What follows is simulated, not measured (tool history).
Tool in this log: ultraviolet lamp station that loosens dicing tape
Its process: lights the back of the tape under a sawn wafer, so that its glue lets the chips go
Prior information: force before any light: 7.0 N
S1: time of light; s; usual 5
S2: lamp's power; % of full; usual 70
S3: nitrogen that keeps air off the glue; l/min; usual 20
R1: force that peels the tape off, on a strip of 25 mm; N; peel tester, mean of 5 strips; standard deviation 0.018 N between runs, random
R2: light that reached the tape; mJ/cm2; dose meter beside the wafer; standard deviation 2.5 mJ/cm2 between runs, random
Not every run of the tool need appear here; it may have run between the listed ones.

run,hour,S1,S2,S3,R1,R2
1,0,5,70,20,1.424,211
# hour 30.3: window cleaned of glue's vapour
2,93.5,5,70,20,1.188,245
3,190,5,70,20,1.187,238
4,247.9,5,70,20,1.246,233
5,321.9,5,70,20,1.287,227
6,405.8,5,75,20,1.127,244
7,494.6,5,75,20,1.204,235
8,573.1,5,75,20,1.242,230
9,634.4,5,75,20,1.281,224
10,722.8,5,70,6,2.708,204
11,783.1,5,70,6,2.751,198
12,847.3,4,97,27,1.15,218
# hour 906: window cleaned of glue's vapour
13,935.3,9,92,20,0.273,530
14,1009,5,89,7,1.737,282
15,1066.2,5,89,7,1.806,275

What does the tool deliver on the next run?
16,1114.6,5,85,38,?,?

{"run 16": {"R1": 0.704, "R2": 264}}
If the tool had no hidden condition, the same run with the same run-to-run variation would have returned R1 0.392 N, R2 354 mJ/cm2.
